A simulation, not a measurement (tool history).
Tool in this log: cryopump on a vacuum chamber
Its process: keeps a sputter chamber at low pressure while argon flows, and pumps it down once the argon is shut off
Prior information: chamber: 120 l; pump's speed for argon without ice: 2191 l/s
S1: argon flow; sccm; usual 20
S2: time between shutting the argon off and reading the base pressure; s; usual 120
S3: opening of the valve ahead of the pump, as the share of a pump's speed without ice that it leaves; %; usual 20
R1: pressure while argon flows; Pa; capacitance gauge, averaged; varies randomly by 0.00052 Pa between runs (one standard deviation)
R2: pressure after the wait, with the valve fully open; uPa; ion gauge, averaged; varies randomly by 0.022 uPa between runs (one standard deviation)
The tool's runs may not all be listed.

run 1 hour=0 | S1=20 S2=120 S3=20 | R1=0.078 R2=1.99
run 2 hour=92.7 | S1=20 S2=120 S3=20 | R1=0.078 R2=2.1
run 3 hour=202.6 | S1=20 S2=39 S3=20 | R1=0.0791 R2=3.17
run 4 hour=255.2 | S1=20 S2=39 S3=20 | R1=0.0793 R2=3.2
run 5 hour=346.9 | S1=20 S2=39 S3=20 | R1=0.0793 R2=3.27
run 6 hour=402.9 | S1=20 S2=39 S3=20 | R1=0.0791 R2=3.36
run 7 hour=512.4 | S1=20 S2=120 S3=20 | R1=0.0799 R2=2.22
run 8 hour=587.9 | S1=20 S2=120 S3=17 | R1=0.0934 R2=2.34
run 9 hour=655.1 | S1=20 S2=37 S3=17 | R1=0.0931 R2=3.55
-- hour=730.9 pump warmed up, emptied and cooled again
run 10 hour=754.7 | S1=20 S2=37 S3=17 | R1=0.0917 R2=3.25
run 11 hour=820.5 | S1=20 S2=120 S3=49 | R1=0.0319 R2=2.15
run 12 hour=876.9 | S1=20 S2=120 S3=20 | R1=0.0784 R2=2.28
-- hour=911.8 leaking fittings of the chamber tightened, without venting
run 13 hour=977.2 | S1=20 S2=120 S3=20 | R1=0.0797 R2=0.7
run 14 hour=1064.3 | S1=20 S2=120 S3=20 | R1=0.0789 R2=0.74
run 15 hour=1142.5 | S1=20 S2=120 S3=20 | R1=0.0792 R2=0.74
run 16 hour=1240 | S1=20 S2=120 S3=20 | R1=0.0788 R2=0.78
run 17 hour=1313 | S1=20 S2=120 S3=20 | R1=0.0786 R2=0.8
run 18 hour=1420.4 | S1=20 S2=120 S3=20 | R1=0.0801 R2=0.83
run 19 hour=1515 | S1=12 S2=89 S3=35 | R1=0.0289 R2=1.06
run 20 hour=1585.1 | S1=12 S2=89 S3=35 | R1=0.0282 R2=1.15
-- hour=1666.1 pump warmed up, emptied and cooled again
run 21 hour=1671.5 | S1=12 S2=30 S3=18 | R1=0.0523 R2=2.53
run 22 hour=1764 | S1=10 S2=48 S3=59 | R1=0.0136 R2=1.75
run 23 hour=1861.7 | S1=16 S2=188 S3=20 | R1=0.0627 R2=0.79
run 24 hour=1915.6 | S1=16 S2=94 S3=20 | R1=0.0629 R2=1.13
run 25 hour=2006 | S1=16 S2=94 S3=20 | R1=0.0629 R2=1.09
run 26 hour=2065.5 | S1=16 S2=94 S3=20 | R1=0.0631 R2=1.13
run 27 hour=2117 | S1=36 S2=41 S3=18 | R1=0.1587 R2=2.03
run 28 hour=2196.9 | S1=12 S2=141 S3=52 | R1=0.0194 R2=0.98
run 29 hour=2309.4 | S1=17 S2=56 S3=18 | R1=0.075 R2=1.69
run 30 hour=2402.2 | S1=20 S2=26 S3=20 | R1=0.0796 R2=2.97
run 31 hour=2487.8 | S1=20 S2=26 S3=16 | R1=0.0992 R2=3.09
run 32 hour=2564.4 | S1=10 S2=120 S3=20 | R1=0.0398 R2=1.2
-- hour=2595.3 pump warmed up, emptied and cooled again
run 33 hour=2635.5 | S1=24 S2=244 S3=53 | R1=0.0361 R2=0.93
run 34 hour=2740.1 | S1=23 S2=43 S3=20 | R1=0.0905 R2=2.13
run 35 hour=2820.9 | S1=29 S2=143 S3=34 | R1=0.0671 R2=1.16

Pick out some run-to-run changes in R1. Of each, how much would a tool without hidden state show as well, from the settings, what came in and chance, and how much is left for the hidden state and any gauge scatter not in both results compared?
The hidden state here: pump's speed, % of a pump's without ice; cold plate's temperature, K; leak into the chamber, uPa l/s; drift of the gauge itself on working_pa, %; drift of the gauge itself on base_upa, %.
Run 9 -> 10: pump warmed up, emptied and cooled again. R1 -0.0014 Pa: hidden state -0.0023, all else +0.0009.
Run 10 -> 11: S2 37 -> 120, S3 17 -> 49. R1 -0.0598 Pa: hidden state +0.0002, all else -0.06.
Run 26 -> 27: S1 16 -> 36, S2 94 -> 41, S3 20 -> 18. R1 +0.0956 Pa: hidden state +0.0019, all else +0.0937.
Run 27 -> 28: S1 36 -> 12, S2 41 -> 141, S3 18 -> 52. R1 -0.1393 Pa: hidden state -0.002, all else -0.1373.

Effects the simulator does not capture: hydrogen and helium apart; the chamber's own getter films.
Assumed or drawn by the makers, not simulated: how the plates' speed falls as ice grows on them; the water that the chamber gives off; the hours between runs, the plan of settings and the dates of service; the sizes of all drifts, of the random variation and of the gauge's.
